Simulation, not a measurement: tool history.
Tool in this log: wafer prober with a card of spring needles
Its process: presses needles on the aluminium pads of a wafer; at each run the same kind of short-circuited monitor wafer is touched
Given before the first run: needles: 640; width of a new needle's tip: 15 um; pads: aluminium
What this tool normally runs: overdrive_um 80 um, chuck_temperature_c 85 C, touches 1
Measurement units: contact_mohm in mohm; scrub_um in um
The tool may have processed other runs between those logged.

run,hour,overdrive_um,chuck_temperature_c,touches,contact_mohm,scrub_um
1,0,80,85,1,134,15.94
# hour 2.7: tips cleaned on abrasive film
# hour 15.1: tips cleaned on abrasive film
2,18.6,80,85,1,136,16.04
# hour 27.3: tips cleaned on abrasive film
3,36.4,80,85,1,136,15.92
# hour 38.9: tips cleaned on abrasive film
# hour 50.5: tips cleaned on abrasive film
4,60.1,80,85,1,134,16.05
# hour 62.1: tips cleaned on abrasive film
# hour 72.8: tips cleaned on abrasive film
5,83.1,80,85,1,135,16.15
# hour 84.9: tips cleaned on abrasive film
# hour 95.6: tips cleaned on abrasive film
6,105.2,80,85,1,137,16.04
# hour 107.9: tips cleaned on abrasive film
# hour 120.3: tips cleaned on abrasive film
7,129,80,85,1,136,16.12
# hour 132.1: tips cleaned on abrasive film
8,142.4,80,85,1,136,16.12
# hour 144.4: tips cleaned on abrasive film
# hour 156.7: tips cleaned on abrasive film
# hour 169.5: tips cleaned on abrasive film
9,169.6,80,85,1,135,16.31
# hour 182.6: tips cleaned on abrasive film
# hour 194.3: tips cleaned on abrasive film
10,195,80,85,2,135,16.15
# hour 206.1: tips cleaned on abrasive film
11,215.7,80,85,2,134,16.2
# hour 217.5: tips cleaned on abrasive film
# hour 228.5: tips cleaned on abrasive film
12,232.1,80,85,1,137,16.1

Expected results for the next run?
# hour 241: tips cleaned on abrasive film
# hour 251.6: tips cleaned on abrasive film
13,259.3,73,38,1,?,?

contact_mohm: 130 mohm
scrub_um: 14.87 um
The same run, on a tool lacking any hidden state, would have yielded contact_mohm 130 mohm, scrub_um 14.65 um.
